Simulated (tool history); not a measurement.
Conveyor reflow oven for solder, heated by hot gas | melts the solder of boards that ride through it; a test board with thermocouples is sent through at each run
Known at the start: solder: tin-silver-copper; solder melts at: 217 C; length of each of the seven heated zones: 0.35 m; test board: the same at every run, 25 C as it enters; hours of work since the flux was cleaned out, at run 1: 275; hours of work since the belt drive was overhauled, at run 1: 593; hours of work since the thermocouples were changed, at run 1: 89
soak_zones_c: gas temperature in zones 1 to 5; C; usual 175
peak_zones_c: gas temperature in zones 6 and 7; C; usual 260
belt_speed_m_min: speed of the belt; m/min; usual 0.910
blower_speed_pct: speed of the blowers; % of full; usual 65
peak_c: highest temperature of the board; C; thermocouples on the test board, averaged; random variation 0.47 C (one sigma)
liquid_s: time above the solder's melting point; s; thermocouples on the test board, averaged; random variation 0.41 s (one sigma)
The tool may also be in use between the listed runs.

run    hour  soak_zones_c  peak_zones_c  belt_speed_m_min  blower_speed_pct  hours of work since the flux was cleaned out  hours of work since the belt drive was overhauled  hours of work since the thermocouples were changed  peak_c  liquid_s
  1     0.0           175           260             0.910                65                                           275                                                593                                                  89   241.1      28.7
  2    22.6           175           260             0.910                65                                           288                                                605                                                 101   241.4      28.9
  3    54.4           175           260             0.910                65                                           305                                                622                                                 119   241.8      28.3
  4    73.1           175           260             0.910                65                                           315                                                632                                                 129   242.0      28.7
  5   116.2           175           260             0.910                65                                           338                                                656                                                 152   241.1      28.0
  6   147.5           175           260             0.910                65                                           355                                                672                                                 169   241.5      29.0
      174.6  -- flux residue cleaned out of gas plates and filters
  7   183.5           175           257             0.910                65                                             5                                                689                                                 186   238.6      26.8
  8   207.8           175           257             0.910                65                                            18                                                702                                                 199   239.4      27.6
  9   251.8           175           259             0.910                65                                            42                                                726                                                 223   240.3      27.4
 10   289.4           175           259             0.910                65                                            62                                                746                                                 243   241.2      28.6
 11   328.9           175           260             0.910                65                                            83                                                768                                                 264   242.0      28.7
 12   366.1           175           260             0.910                65                                           104                                                788                                                 285   242.3      27.7
 13   396.3           175           260             0.910                65                                           120                                                804                                                 301   241.6      27.8
 14   431.5           177           260             0.910                65                                           139                                                823                                                 320   242.7      29.2
      450.7  -- belt drive overhauled, speed set with a stopwatch
 15   469.3           177           260             0.910                65                                           157                                                 10                                                 338   242.2      29.4
 16   491.3           177           260             0.910                71                                           169                                                 22                                                 350   243.6      31.0
 17   534.7           164           272             0.910                65                                           193                                                 45                                                 374   248.4      31.2
 18   568.1           164           272             0.910                65                                           211                                                 64                                                 392   249.4      30.5
 19   597.5           188           254             0.736                65                                           227                                                 79                                                 408   244.0      43.5
 20   619.8           188           254             0.736                65                                           239                                                 91                                                 420   244.4      43.8
 21   661.4           180           260             0.910                85                                           261                                                114                                                 442   248.4      34.5
 22   696.0           180           260             0.910                85                                           280                                                133                                                 461   247.1      34.2
 23   731.8           180           260             0.910                85                                           299                                                152                                                 480   249.0      34.3
 24   775.1           180           252             0.958                80                                           323                                                176                                                 504   238.3      27.8
 25   819.3           180           274             0.958                80                                           347                                                199                                                 528   257.4      35.8
 26   841.7           180           274             0.958                80                                           359                                                212                                                 540   257.3      35.5
      861.1  -- flux residue cleaned out of gas plates and filters
 27   883.2           177           275             0.925                63                                            12                                                231                                                 559   252.0      34.1
 28   912.6           177           275             0.925                63                                            28                                                247                                                 575   253.6      34.1
 29   932.9           166           260             0.804                65                                            39                                                258                                                 586   243.6      32.3
 30   974.4           166           260             0.804                65                                            61                                                281                                                 609   243.7      31.9
 31  1017.6           166           260             0.804                65                                            85                                                304                                                 632   242.6      32.8

Hidden state at the last listed run before each entry between runs and at the first one after, where it differs:
Between runs 6 and 7: flux residue cleaned out of gas plates and filters (hour 174.6)
  heat that the gas passes to the board, % of a clean oven's: 99.3 -> 100
Between runs 14 and 15: belt drive overhauled, speed set with a stopwatch (hour 450.7)
  heat that the gas passes to the board, % of a clean oven's: 99.7 -> 99.6; belt's true speed, % of the reading: 99.92 -> 100
Between runs 26 and 27: flux residue cleaned out of gas plates and filters (hour 861.1)
  heat that the gas passes to the board, % of a clean oven's: 99.3 -> 100
